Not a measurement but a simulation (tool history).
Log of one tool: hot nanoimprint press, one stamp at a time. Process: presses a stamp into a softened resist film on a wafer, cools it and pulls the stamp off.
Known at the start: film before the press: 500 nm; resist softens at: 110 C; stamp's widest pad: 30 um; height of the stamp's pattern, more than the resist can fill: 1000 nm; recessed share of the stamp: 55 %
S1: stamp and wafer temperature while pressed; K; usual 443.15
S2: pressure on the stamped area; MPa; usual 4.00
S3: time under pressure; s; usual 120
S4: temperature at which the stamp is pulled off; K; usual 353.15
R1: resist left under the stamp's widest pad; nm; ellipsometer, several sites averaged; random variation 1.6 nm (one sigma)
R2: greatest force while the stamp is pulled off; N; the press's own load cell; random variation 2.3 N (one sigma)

run,hour,S1,S2,S3,S4,R1,R2
1,0.0,443.15,4.00,120,353.15,248.3,105
2,52.3,443.15,4.00,120,353.15,249.9,105
3,79.6,443.15,4.00,120,353.15,250.8,110
# hour 97.8: plate thermocouple calibrated
4,117.9,443.15,4.00,130,353.15,239.4,106
5,160.7,443.15,4.00,130,353.15,243.7,107
# hour 171.7: stamp cleaned and given a new release coat
6,199.1,443.15,4.00,130,353.15,243.8,104
7,223.1,443.15,4.00,130,353.15,242.7,104
8,269.5,434.15,4.00,120,353.15,371.3,105
9,293.7,434.15,4.00,120,353.15,370.3,104
10,317.9,434.15,4.00,62,353.15,427.3,106
11,353.3,441.15,4.00,144,353.15,262.0,107
12,407.3,443.15,4.00,115,356.15,252.7,99
# hour 444.3: press's hydraulic seals changed and the load cell set to zero
13,462.8,443.15,4.00,115,356.15,254.1,102
14,497.3,443.15,4.00,115,356.15,252.6,98

Forecast each of these 3 alternatives for the next run:
A,542.4,435.15,3.58,115,356.15,?,?
B,542.4,443.15,4.00,120,345.15,?,?
C,542.4,451.15,5.34,115,339.15,?,?

run,R1,R2
A,368.4,102
B,252.4,119
C,144.4,134
Without the tool's hidden state the same runs would have given:
run,R1,R2
A,368.2,101
B,252.1,118
C,144.2,133

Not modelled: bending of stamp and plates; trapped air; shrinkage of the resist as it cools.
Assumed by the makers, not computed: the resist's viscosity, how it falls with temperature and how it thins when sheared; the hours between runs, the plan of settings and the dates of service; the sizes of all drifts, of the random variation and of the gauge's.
